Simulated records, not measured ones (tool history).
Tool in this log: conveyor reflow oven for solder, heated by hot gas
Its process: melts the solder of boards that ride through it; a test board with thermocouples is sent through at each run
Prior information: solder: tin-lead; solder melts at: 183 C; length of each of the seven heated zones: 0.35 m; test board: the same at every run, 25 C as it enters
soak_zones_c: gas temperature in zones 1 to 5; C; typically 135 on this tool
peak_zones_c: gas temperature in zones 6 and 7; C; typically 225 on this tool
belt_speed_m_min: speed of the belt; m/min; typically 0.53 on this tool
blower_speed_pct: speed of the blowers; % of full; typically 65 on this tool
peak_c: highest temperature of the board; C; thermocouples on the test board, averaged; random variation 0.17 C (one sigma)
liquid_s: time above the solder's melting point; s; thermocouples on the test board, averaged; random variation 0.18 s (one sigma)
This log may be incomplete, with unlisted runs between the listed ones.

| run | hour | soak_zones_c | peak_zones_c | belt_speed_m_min | blower_speed_pct | peak_c | liquid_s |
|---|---|---|---|---|---|---|---|
| 1 | 0 | 135 | 225 | 0.53 | 65 | 211.9 | 54 |
|  | 30 | thermocouples of zones 6 and 7 changed |
| 2 | 30 | 135 | 225 | 0.53 | 65 | 210.1 | 52.9 |
| 3 | 50 | 135 | 225 | 0.54 | 65 | 209.9 | 51.2 |
| 4 | 62.4 | 135 | 225 | 0.53 | 65 | 210.2 | 52.5 |
| 5 | 77 | 135 | 225 | 0.53 | 65 | 210.1 | 52.5 |
| 6 | 94.4 | 135 | 225 | 0.53 | 65 | 210.2 | 52.5 |
| 7 | 120.8 | 135 | 225 | 0.53 | 65 | 210 | 52.4 |
| 8 | 146.2 | 135 | 225 | 0.53 | 65 | 210.2 | 52.6 |
| 9 | 160.4 | 135 | 225 | 0.53 | 65 | 210.2 | 52.4 |
| 10 | 180 | 135 | 225 | 0.53 | 65 | 210.3 | 52.4 |
| 11 | 202.1 | 124 | 225 | 0.428 | 65 | 214.3 | 68 |
|  | 208.9 | flux residue cleaned out of gas plates and filters |
| 12 | 222.8 | 124 | 225 | 0.428 | 65 | 214 | 67.7 |
| 13 | 248 | 124 | 225 | 0.428 | 65 | 214 | 67.6 |
| 14 | 268.7 | 133 | 215 | 0.596 | 83 | 201 | 36.9 |
| 15 | 280.4 | 135 | 233 | 0.53 | 65 | 216.5 | 58.3 |
| 16 | 307.9 | 135 | 233 | 0.53 | 65 | 216.2 | 58.7 |
|  | 319.9 | flux residue cleaned out of gas plates and filters, once more |
| 17 | 334.9 | 135 | 223 | 0.494 | 65 | 210.5 | 58.3 |
| 18 | 352.7 | 135 | 223 | 0.494 | 65 | 211.3 | 58.3 |
| 19 | 369.2 | 135 | 223 | 0.494 | 65 | 211.4 | 58.2 |
| 20 | 381 | 144 | 215 | 0.594 | 73 | 202.1 | 41.8 |

For each run, the measured value with the value that run would have given without the tool's hidden condition subtracted. The run-to-run variation is shared by both, the gauge scatter possibly not:
The hidden state here: heat that the gas passes to the board, % of a clean oven's; belt's true speed, % of the reading; true gas temperature in zones 6 and 7 over the reading, C; drift of the gauge itself on peak_c, C; drift of the gauge itself on liquid_s, %.
| run | peak_c | liquid_s |
|---|---|---|
| 1 | +1.1 | +1.1 |
| 2 | -0.2 | +0 |
| 3 | -0.2 | -0.2 |
| 4 | -0.2 | -0.1 |
| 5 | -0.3 | -0.2 |
| 6 | -0.3 | -0.2 |
| 7 | -0.3 | -0.3 |
| 8 | -0.4 | -0.3 |
| 9 | -0.4 | -0.4 |
| 10 | -0.5 | -0.4 |
| 11 | -0.4 | -0.4 |
| 12 | -0.7 | -0.8 |
| 13 | -0.6 | -0.8 |
| 14 | -1.1 | -1.7 |
| 15 | -1 | -0.8 |
| 16 | -1 | -0.8 |
| 17 | +0.2 | +0.5 |
| 18 | +0.2 | +0.4 |
| 19 | +0.2 | +0.4 |
| 20 | +0.1 | +0.2 |

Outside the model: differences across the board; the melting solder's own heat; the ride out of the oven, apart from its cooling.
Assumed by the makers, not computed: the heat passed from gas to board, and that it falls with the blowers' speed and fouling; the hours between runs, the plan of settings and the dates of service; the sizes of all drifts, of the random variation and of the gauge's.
